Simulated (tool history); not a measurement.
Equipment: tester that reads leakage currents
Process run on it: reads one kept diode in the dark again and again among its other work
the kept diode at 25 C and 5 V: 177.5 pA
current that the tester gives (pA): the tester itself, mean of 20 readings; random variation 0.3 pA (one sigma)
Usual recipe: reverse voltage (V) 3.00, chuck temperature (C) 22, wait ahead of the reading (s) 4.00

run,day,reverse voltage (V),chuck temperature (C),wait ahead of the reading (s),current that the tester gives (pA)
1,0.000,3.00,22,4.00,99.17
2,1.067,3.00,57,4.00,1721.07
3,1.712,3.00,57,4.00,1718.68
4,2.867,3.00,57,4.00,1726.67
5,3.679,3.00,57,4.00,1734.11
6,4.767,6.78,57,4.00,2783.99
7,5.925,3.00,22,8.52,97.82
# day 6.142: probe card cleaned and baked
8,7.254,3.00,24,8.52,117.11
9,8.700,3.00,24,8.52,116.33
10,10.217,3.00,56,4.00,1586.36
# day 11.188: probe card cleaned and baked, once more
11,11.808,3.00,56,4.00,1587.92
12,13.129,3.00,22,4.00,96.31
13,14.121,10.86,22,0.58,208.12
14,15.521,3.13,29,1.60,184.37
15,16.358,2.91,32,1.50,228.65
16,17.508,3.00,40,4.00,454.59
17,18.250,3.00,40,4.00,453.84
18,19.246,3.00,40,4.00,453.64
19,20.625,2.46,40,4.00,402.90
20,21.583,2.46,40,4.00,401.10
21,23.162,2.46,40,4.00,400.05
22,24.104,1.63,22,2.71,65.75
23,25.217,3.00,34,4.00,273.29

Branching from run 23: 4 alternative next runs. What would each branch give?
A,26.054,3.00,34,1.74,?
B,26.054,3.00,48,4.00,?
C,26.054,3.00,33,0.69,?
D,26.054,2.11,23,4.13,?

run,current that the tester gives (pA)
A,275.08
B,847.22
C,251.09
D,84.49
Stripped of hidden state, with their random variation kept, the same runs would have yielded:
run,current that the tester gives (pA)
A,288.93
B,886.19
C,263.81
D,89.05

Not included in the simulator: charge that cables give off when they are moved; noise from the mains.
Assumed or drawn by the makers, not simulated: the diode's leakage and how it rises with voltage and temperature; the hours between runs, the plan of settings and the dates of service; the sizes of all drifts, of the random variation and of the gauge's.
